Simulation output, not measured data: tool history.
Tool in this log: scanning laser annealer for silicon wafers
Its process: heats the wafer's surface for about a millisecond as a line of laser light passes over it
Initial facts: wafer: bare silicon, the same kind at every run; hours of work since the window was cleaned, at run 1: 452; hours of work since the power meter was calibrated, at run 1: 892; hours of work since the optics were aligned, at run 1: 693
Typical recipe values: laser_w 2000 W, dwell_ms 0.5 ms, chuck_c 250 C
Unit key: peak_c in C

run	hour	laser_w	dwell_ms	chuck_c	hours of work since the window was cleaned	hours of work since the power meter was calibrated	hours of work since the optics were aligned	peak_c
1	0	2000	0.5	250	452	892	693	972
2	57.3	2000	0.5	250	476	915	716	972
3	105.2	2000	0.5	250	496	935	736	970
4	149.5	2095	0.5	250	514	953	754	1002
5	213.9	2095	0.5	250	540	980	781	1003
6	268.2	2000	0.5	250	563	1002	803	966
7	329.8	2000	0.499	250	588	1028	829	970
8	394.3	2096	0.5	250	615	1054	855	1003
# hour 432.1: window over the wafer cleaned
9	455.1	2000	0.5	250	10	1079	879	985
10	511.2	2000	0.5	250	33	1102	903	983
11	558.3	2000	0.5	275	52	1121	922	1005
12	606.7	2000	0.5	262	72	1141	942	993
13	644.9	2000	0.5	262	88	1157	958	990
14	696.5	2000	0.5	250	109	1178	979	977
15	746.2	2000	0.5	250	130	1199	999	979
# hour 755.6: optics aligned, line set to its width
16	779.2	1731	0.5	250	141	1210	10	877
17	805.9	1731	0.5	250	152	1221	21	876
18	849.4	1773	0.5	250	170	1239	39	890
19	887.3	2000	0.5	283	186	1255	54	1005
20	951.4	2000	0.5	283	212	1281	81	1004
21	1012.1	1812	0.463	227	237	1306	106	851
# hour 1046.5: optics aligned, line set to its width, once more
22	1083.1	1876	0.463	224	264	1333	15	887
23	1120.1	1876	0.463	224	280	1349	30	886
24	1166.5	1876	0.463	224	299	1368	49	885
25	1221.8	1876	0.463	224	321	1391	72	884
26	1254.2	2044	0.5	250	335	1404	86	998
27	1284.8	2044	0.5	250	347	1417	98	997
28	1343.8	1977	0.534	250	372	1441	123	998
29	1389.8	1977	0.534	250	391	1460	142	997
30	1427.3	1964	0.569	263	406	1475	157	1033
31	1454.4	1964	0.569	263	417	1487	168	1036
32	1489.7	1785	0.41	224	432	1501	183	808
33	1538.2	1802	0.368	224	452	1521	203	776
34	1576.5	2000	0.452	272	468	1537	219	961

Results per run with the tool's hidden condition removed, run-to-run variation unchanged:
Hidden state present: light that passes the window, % of a clean one's; laser's true power over the reading, %; width of the line over the set one, %; drift of the gauge itself on peak_c, C.
run	peak_c
1	989
2	991
3	989
4	1023
5	1025
6	988
7	992
8	1027
9	991
10	990
11	1013
12	1002
13	999
14	987
15	990
16	890
17	890
18	905
19	1022
20	1023
21	868
22	891
23	891
24	890
25	889
26	1005
27	1005
28	1006
29	1006
30	1043
31	1046
32	816
33	785
34	972
